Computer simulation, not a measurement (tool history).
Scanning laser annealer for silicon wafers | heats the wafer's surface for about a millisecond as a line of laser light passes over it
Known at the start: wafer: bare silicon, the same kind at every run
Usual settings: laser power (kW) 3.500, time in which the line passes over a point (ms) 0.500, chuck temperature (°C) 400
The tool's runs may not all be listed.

run   hour  laser power (kW)  time in which the line passes over a point (ms)  chuck temperature (°C)  highest temperature of the surface (°C)
  1    0.0             3.500                                            0.500                     400                                     1104
  2   22.1             3.500                                            0.500                     400                                     1104
  3   68.9             3.500                                            0.439                     400                                     1057
  4   96.5             3.500                                            0.439                     400                                     1053
  5  116.9             3.500                                            0.500                     400                                     1103
  6  140.6             3.500                                            0.500                     400                                     1104
  7  173.8             3.500                                            0.509                     400                                     1110
  8  222.9             3.500                                            0.512                     400                                     1108
  9  252.1             3.784                                            0.500                     400                                     1158
 10  292.3             3.186                                            0.500                     400                                     1029
 11  326.9             3.446                                            0.500                     400                                     1083
 12  353.6             3.500                                            0.487                     400                                     1086
 13  392.7             3.500                                            0.410                     400                                     1020
     400.8  -- window over the wafer cleaned
 14  425.5             3.500                                            0.410                     400                                     1033
 15  463.0             3.500                                            0.500                     400                                     1106
 16  503.2             3.500                                            0.500                     400                                     1105

The next listed run, before its measurement:
 17  545.8             2.985                                            0.556                     380                                        ?

highest temperature of the surface (°C): 1009
Without the tool's hidden state the same run would have given highest temperature of the surface (°C) 1016.
